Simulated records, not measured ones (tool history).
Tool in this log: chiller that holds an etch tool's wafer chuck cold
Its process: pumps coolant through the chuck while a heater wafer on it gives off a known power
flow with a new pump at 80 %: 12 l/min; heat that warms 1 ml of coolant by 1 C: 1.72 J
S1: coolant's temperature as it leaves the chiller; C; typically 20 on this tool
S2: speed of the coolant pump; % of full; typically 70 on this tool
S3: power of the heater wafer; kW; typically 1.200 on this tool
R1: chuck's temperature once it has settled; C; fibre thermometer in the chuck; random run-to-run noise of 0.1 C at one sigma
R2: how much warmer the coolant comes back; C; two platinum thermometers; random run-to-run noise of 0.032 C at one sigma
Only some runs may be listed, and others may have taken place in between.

run 1 day=0.000 | S1=20 S2=70 S3=1.200 | R1=31.0 R2=4.06
run 2 day=1.033 | S1=18 S2=70 S3=1.200 | R1=29.2 R2=4.04
run 3 day=1.925 | S1=20 S2=70 S3=0.636 | R1=25.8 R2=2.08
run 4 day=3.017 | S1=20 S2=70 S3=0.636 | R1=26.0 R2=2.12
run 5 day=4.258 | S1=20 S2=70 S3=0.636 | R1=26.0 R2=2.13
run 6 day=5.079 | S1=20 S2=70 S3=1.200 | R1=31.1 R2=4.01
run 7 day=6.662 | S1=20 S2=70 S3=1.200 | R1=31.3 R2=3.96
run 8 day=7.508 | S1=20 S2=70 S3=1.200 | R1=31.2 R2=3.97
run 9 day=8.746 | S1=20 S2=70 S3=1.200 | R1=31.1 R2=3.92
run 10 day=9.875 | S1=20 S2=70 S3=1.200 | R1=31.0 R2=3.94
run 11 day=11.396 | S1=16 S2=70 S3=1.200 | R1=27.1 R2=3.86
run 12 day=12.138 | S1=16 S2=70 S3=1.200 | R1=27.2 R2=3.86
run 13 day=13.725 | S1=20 S2=70 S3=1.200 | R1=31.1 R2=3.83
run 14 day=14.612 | S1=24 S2=90 S3=1.634 | R1=36.6 R2=3.89
run 15 day=15.533 | S1=17 S2=70 S3=1.200 | R1=28.0 R2=3.82
run 16 day=16.438 | S1=20 S2=70 S3=1.264 | R1=31.9 R2=4.04
run 17 day=17.092 | S1=20 S2=70 S3=1.264 | R1=31.5 R2=4.00
run 18 day=18.242 | S1=25 S2=62 S3=0.878 | R1=33.8 R2=3.07
run 19 day=19.133 | S1=20 S2=71 S3=1.200 | R1=30.9 R2=3.70
run 20 day=20.046 | S1=14 S2=71 S3=0.897 | R1=22.2 R2=2.64
run 21 day=21.392 | S1=10 S2=80 S3=0.640 | R1=15.4 R2=1.54
run 22 day=22.183 | S1=17 S2=85 S3=0.640 | R1=22.2 R2=1.39
run 23 day=22.858 | S1=20 S2=70 S3=1.767 | R1=36.6 R2=5.65
run 24 day=23.683 | S1=20 S2=70 S3=1.767 | R1=36.5 R2=5.61
run 25 day=24.742 | S1=20 S2=70 S3=1.161 | R1=30.7 R2=3.53

5 options for the next run, each taken on its own from the tool as it stands now. Forecast them:
run A day=25.454 | S1=11 S2=90 S3=0.843 | R1=? R2=?
run B day=25.454 | S1=20 S2=98 S3=0.652 | R1=? R2=?
run C day=25.454 | S1=12 S2=70 S3=0.731 | R1=? R2=?
run D day=25.454 | S1=22 S2=62 S3=1.209 | R1=? R2=?
run E day=25.454 | S1=20 S2=70 S3=1.613 | R1=? R2=?

run=A R1=17.4 R2=1.77
run=B R1=24.6 R2=1.12
run=C R1=19.0 R2=2.08
run=D R1=34.3 R2=4.26
run=E R1=35.1 R2=5.02
Without the tool's hidden state the same runs would have given:
run=A R1=17.4 R2=2.16
run=B R1=24.6 R2=1.51
run=C R1=19.0 R2=2.48
run=D R1=34.3 R2=4.66
run=E R1=35.1 R2=5.42

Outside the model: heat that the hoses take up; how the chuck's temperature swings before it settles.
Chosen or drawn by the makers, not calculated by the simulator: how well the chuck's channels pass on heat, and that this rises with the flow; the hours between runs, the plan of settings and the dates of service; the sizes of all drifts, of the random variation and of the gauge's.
